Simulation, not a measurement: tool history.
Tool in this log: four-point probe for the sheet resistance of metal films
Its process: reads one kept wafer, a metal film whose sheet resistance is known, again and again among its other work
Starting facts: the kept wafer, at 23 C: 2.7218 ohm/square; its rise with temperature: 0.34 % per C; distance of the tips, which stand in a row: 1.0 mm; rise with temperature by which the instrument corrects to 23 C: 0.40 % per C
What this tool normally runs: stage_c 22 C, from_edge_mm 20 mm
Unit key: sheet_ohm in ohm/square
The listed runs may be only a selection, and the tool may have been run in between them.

run   hour  stage_c  from_edge_mm  sheet_ohm
  1    0.0       22            20   2.727000
  2   47.4       22             7   2.753365
  3   84.2       22             7   2.753497
  4  111.2       22             7   2.752532
  5  160.9       22             7   2.753116
  6  192.5       22            20   2.727946
  7  228.7       22            20   2.726730
  8  270.6       22            20   2.726695
  9  307.8       22            20   2.726645
 10  343.4       22            20   2.726323
 11  376.2       22            20   2.726719
 12  414.8       22            20   2.727500
 13  452.6       22            42   2.724129
 14  476.6       20            54   2.726386
 15  499.9       34            45   2.706671
 16  539.5       32             5   2.766443
 17  560.0       35             6   2.744374
 18  593.9       32            29   2.710516
     613.1  -- stage's thermometer calibrated
 19  634.5       32            29   2.710842
 20  675.3       32            29   2.710447
 21  715.3       24             5   2.778629
 22  753.0       34            56   2.706769
 23  795.8       34            56   2.708001

Consider 5 possible next runs. They are alternatives, not a sequence: every one starts from the tool as it was left by run 23. What does each give?
  A  833.4       22            38          ?
  B  833.4       29            14          ?
  C  833.4       29            48          ?
  D  833.4       22            35          ?
  E  833.4       26             5          ?

run  sheet_ohm
  A   2.724139
  B   2.720727
  C   2.713246
  D   2.724540
  E   2.775266
The same runs, with their run-to-run variation unchanged, on a tool lacking any hidden condition would have given:
run  sheet_ohm
  A   2.723996
  B   2.720583
  C   2.713103
  D   2.724396
  E   2.775120

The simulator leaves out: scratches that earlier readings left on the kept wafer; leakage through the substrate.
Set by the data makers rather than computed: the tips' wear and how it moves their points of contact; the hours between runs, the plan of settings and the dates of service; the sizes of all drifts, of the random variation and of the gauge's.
